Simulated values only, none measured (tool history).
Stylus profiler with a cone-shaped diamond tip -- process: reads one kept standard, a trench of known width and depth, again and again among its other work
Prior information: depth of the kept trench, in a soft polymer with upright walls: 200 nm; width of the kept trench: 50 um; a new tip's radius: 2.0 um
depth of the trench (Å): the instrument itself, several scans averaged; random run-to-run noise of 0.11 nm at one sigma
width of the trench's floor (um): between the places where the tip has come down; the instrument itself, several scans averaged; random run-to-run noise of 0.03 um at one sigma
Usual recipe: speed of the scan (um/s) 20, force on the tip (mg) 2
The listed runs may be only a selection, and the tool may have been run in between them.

| run | hour | speed of the scan (um/s) | force on the tip (mg) | depth of the trench (Å) | width of the trench's floor (um) |
|---|---|---|---|---|---|
| 1 | 0 | 20 | 2 | 2016 | 47.98 |
| 2 | 36 | 20 | 2 | 2015.8 | 48.02 |
| 3 | 70 | 20 | 2 | 2013.6 | 48.01 |
| 4 | 98.3 | 20 | 2 | 2015.4 | 48.01 |
| 5 | 119.8 | 20 | 2 | 2015 | 47.97 |
| 6 | 145.5 | 20 | 2 | 2014.7 | 48.04 |
| 7 | 173.1 | 20 | 2 | 2015.2 | 47.99 |
| 8 | 197.4 | 20 | 3.13 | 2022.7 | 48.03 |
| 9 | 215.8 | 20 | 1.86 | 2013.7 | 48 |
| 10 | 249.2 | 20 | 1.86 | 2011.5 | 47.96 |
| 11 | 287.3 | 20 | 0.77 | 2001.5 | 47.89 |
| 12 | 315.7 | 20 | 0.77 | 2003 | 47.9 |
| 13 | 333.7 | 20 | 0.77 | 2001.9 | 47.96 |
| 14 | 354.2 | 10 | 2 | 2012.5 | 48.03 |
| 15 | 372.8 | 10 | 2 | 2012.8 | 48.03 |
| 16 | 397.5 | 10 | 2 | 2012.8 | 48.04 |
| 17 | 419.4 | 20 | 2 | 2014 | 47.98 |
| 18 | 437.3 | 20 | 2 | 2010.6 | 47.94 |
| 19 | 472.9 | 20 | 2 | 2013.8 | 48.04 |
| 20 | 497.5 | 20 | 2 | 2015.3 | 48.04 |
| 21 | 532.6 | 20 | 2 | 2011.7 | 48 |
| 22 | 572.5 | 20 | 2 | 2009.7 | 48.01 |
| 23 | 606.9 | 20 | 2 | 2010.9 | 47.95 |
| 24 | 637.4 | 5 | 2.73 | 2017.7 | 48.06 |
| 25 | 677.6 | 73 | 3.34 | 2020.3 | 47.74 |
|  | 681.4 | height scale calibrated on a step standard |
| 26 | 710.5 | 73 | 3.34 | 2015.7 | 47.75 |
| 27 | 730.5 | 20 | 0.84 | 1995.9 | 47.9 |
| 28 | 762.6 | 20 | 0.84 | 1997.1 | 47.9 |
| 29 | 779.8 | 20 | 1.73 | 2005.3 | 47.93 |
| 30 | 816.5 | 10 | 1.13 | 1999.5 | 47.99 |
| 31 | 840 | 27 | 1.37 | 2002.5 | 47.87 |
| 32 | 875 | 42 | 2 | 2005.9 | 47.85 |
|  | 912.6 | height scale calibrated on a step standard, once more |
| 33 | 913.5 | 42 | 2 | 2022.6 | 47.79 |
| 34 | 947.4 | 11 | 0.69 | 2011.2 | 47.97 |
| 35 | 983.9 | 48 | 0.68 | 2010.3 | 47.53 |
| 36 | 1011.1 | 48 | 0.68 | 2008.8 | 47.57 |
| 37 | 1048.6 | 6 | 1.46 | 2018.1 | 48.01 |
| 38 | 1073.3 | 6 | 1.46 | 2018.6 | 48 |
| 39 | 1101.1 | 6 | 1.46 | 2019.2 | 48 |
| 40 | 1118.8 | 6 | 1.46 | 2018.5 | 47.92 |
| 41 | 1144.7 | 6 | 1.46 | 2017.3 | 47.97 |
| 42 | 1175.1 | 11 | 1.57 | 2018.7 | 47.98 |
| 43 | 1213.2 | 9 | 4.61 | 2039.3 | 47.98 |
| 44 | 1244.2 | 9 | 4.61 | 2040.4 | 47.96 |
| 45 | 1268.5 | 28 | 0.84 | 2011.2 | 47.81 |

Forecast each of these 5 alternatives for the next run:
| A | 1286 | 14 | 0.84 | ? | ? |
| B | 1286 | 16 | 0.84 | ? | ? |
| C | 1286 | 6 | 0.67 | ? | ? |
| D | 1286 | 8 | 2.74 | ? | ? |
| E | 1286 | 20 | 1.92 | ? | ? |

| run | depth of the trench (Å) | width of the trench's floor (um) |
|---|---|---|
| A | 2012.5 | 47.89 |
| B | 2010.8 | 47.87 |
| C | 2008.9 | 47.96 |
| D | 2028.3 | 47.96 |
| E | 2021.6 | 47.93 |
Without the tool's hidden state the same runs would have given:
| run | depth of the trench (Å) | width of the trench's floor (um) |
|---|---|---|
| A | 2015 | 48.12 |
| B | 2013.2 | 48.11 |
| C | 2011.3 | 48.19 |
| D | 2030.7 | 48.19 |
| E | 2024 | 48.16 |

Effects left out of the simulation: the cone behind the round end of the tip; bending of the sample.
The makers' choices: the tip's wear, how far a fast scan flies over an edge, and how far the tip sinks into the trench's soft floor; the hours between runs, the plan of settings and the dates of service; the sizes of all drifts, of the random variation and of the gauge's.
